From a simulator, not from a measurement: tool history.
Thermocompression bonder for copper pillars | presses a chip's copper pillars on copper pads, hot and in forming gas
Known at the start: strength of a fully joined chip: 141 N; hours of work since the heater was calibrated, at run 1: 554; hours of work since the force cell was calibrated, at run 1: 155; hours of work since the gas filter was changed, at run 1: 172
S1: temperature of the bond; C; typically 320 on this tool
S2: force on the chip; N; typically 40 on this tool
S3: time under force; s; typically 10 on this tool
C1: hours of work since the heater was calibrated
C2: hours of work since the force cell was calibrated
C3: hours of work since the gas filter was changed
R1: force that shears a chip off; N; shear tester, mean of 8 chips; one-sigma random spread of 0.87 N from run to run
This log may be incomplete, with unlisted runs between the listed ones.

run 1 hour=0.0 | S1=320 S2=40 S3=10 | C1=554 C2=155 C3=172 | R1=72.8
run 2 hour=6.7 | S1=320 S2=40 S3=10 | C1=557 C2=158 C3=175 | R1=72.5
run 3 hour=15.7 | S1=320 S2=40 S3=10 | C1=561 C2=162 C3=179 | R1=71.5
run 4 hour=23.5 | S1=320 S2=40 S3=10 | C1=564 C2=165 C3=182 | R1=74.6
run 5 hour=27.4 | S1=320 S2=40 S3=10 | C1=566 C2=167 C3=184 | R1=71.0
run 6 hour=36.3 | S1=320 S2=40 S3=10 | C1=570 C2=171 C3=188 | R1=72.3
run 7 hour=43.4 | S1=320 S2=40 S3=10 | C1=573 C2=174 C3=191 | R1=74.2
run 8 hour=48.9 | S1=320 S2=40 S3=10 | C1=576 C2=177 C3=194 | R1=72.2
run 9 hour=57.2 | S1=320 S2=40 S3=10 | C1=579 C2=180 C3=197 | R1=73.9
run 10 hour=61.6 | S1=290 S2=40 S3=11 | C1=581 C2=182 C3=199 | R1=57.3
run 11 hour=69.6 | S1=290 S2=40 S3=11 | C1=585 C2=186 C3=203 | R1=57.6
run 12 hour=75.6 | S1=304 S2=40 S3=9 | C1=588 C2=189 C3=206 | R1=59.4
run 13 hour=82.0 | S1=318 S2=59 S3=10 | C1=591 C2=192 C3=209 | R1=86.4
run 14 hour=88.7 | S1=318 S2=59 S3=10 | C1=594 C2=195 C3=212 | R1=86.7

Predict the results of run 15:
run 15 hour=96.8 | S1=311 S2=33 S3=5 | C1=597 C2=198 C3=215 | R1=?

{"run 15": {"R1": 46.2}}
Minus the tool's unlogged condition, the same run would have read R1 45.0 N.

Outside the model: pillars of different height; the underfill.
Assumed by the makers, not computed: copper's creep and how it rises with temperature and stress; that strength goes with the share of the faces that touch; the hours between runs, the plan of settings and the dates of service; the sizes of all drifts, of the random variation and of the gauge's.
